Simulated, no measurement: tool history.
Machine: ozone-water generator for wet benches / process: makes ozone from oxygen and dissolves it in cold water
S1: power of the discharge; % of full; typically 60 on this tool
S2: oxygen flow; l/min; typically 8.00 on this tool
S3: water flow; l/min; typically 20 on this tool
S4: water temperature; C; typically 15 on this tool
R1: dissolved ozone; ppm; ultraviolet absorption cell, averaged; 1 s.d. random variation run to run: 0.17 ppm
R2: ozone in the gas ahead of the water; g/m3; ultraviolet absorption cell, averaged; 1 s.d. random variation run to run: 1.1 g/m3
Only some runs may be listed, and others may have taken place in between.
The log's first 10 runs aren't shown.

run,hour,S1,S2,S3,S4,R1,R2
11,710.7,60,14.09,20,17,19.6,147.7
12,761.5,60,5.64,20,15,21.8,242.2
13,844.3,60,5.64,20,15,22.1,240.3
14,919.9,60,8.00,20,8,24.2,198.0
15,1011.7,60,8.00,20,8,23.9,197.6
# hour 1021.2: contactor cleaned
16,1087.1,60,8.00,20,8,25.4,199.4
17,1141.0,60,8.00,20,8,25.0,196.5
18,1198.5,60,8.00,20,8,25.0,197.9
19,1287.1,60,8.00,20,8,25.1,197.5
20,1357.2,60,8.00,20,8,25.2,197.9
21,1407.0,98,11.45,20,16,29.0,221.2
22,1479.2,98,5.99,23,16,26.9,312.7
23,1538.1,98,5.99,23,16,26.6,315.7
24,1601.6,43,5.99,22,16,16.3,187.4
25,1695.4,60,9.35,20,22,19.3,181.7
26,1771.3,60,9.35,20,22,19.3,180.5
27,1847.6,48,9.74,27,12,15.5,153.0
28,1906.4,60,8.00,20,10,24.2,196.9
29,2008.2,41,8.92,25,21,13.1,144.6
30,2072.6,41,8.92,25,21,12.9,145.6
31,2113.9,41,8.92,25,21,12.7,144.3
32,2174.0,60,8.00,20,21,19.9,194.1

Here are 4 independent what-if runs from the current tool condition. What would each one return?
A,2267.7,47,8.00,17,12,?,?
B,2267.7,45,6.18,20,21,?,?
C,2267.7,78,8.00,24,15,?,?
D,2267.7,45,9.23,20,9,?,?

run,R1,R2
A,22.7,165.7
B,16.7,186.9
C,22.3,232.6
D,20.2,150.8
Stripped of hidden state, with their random variation kept, the same runs would have yielded:
run,R1,R2
A,23.8,171.4
B,17.5,193.2
C,23.7,244.2
D,21.1,155.9

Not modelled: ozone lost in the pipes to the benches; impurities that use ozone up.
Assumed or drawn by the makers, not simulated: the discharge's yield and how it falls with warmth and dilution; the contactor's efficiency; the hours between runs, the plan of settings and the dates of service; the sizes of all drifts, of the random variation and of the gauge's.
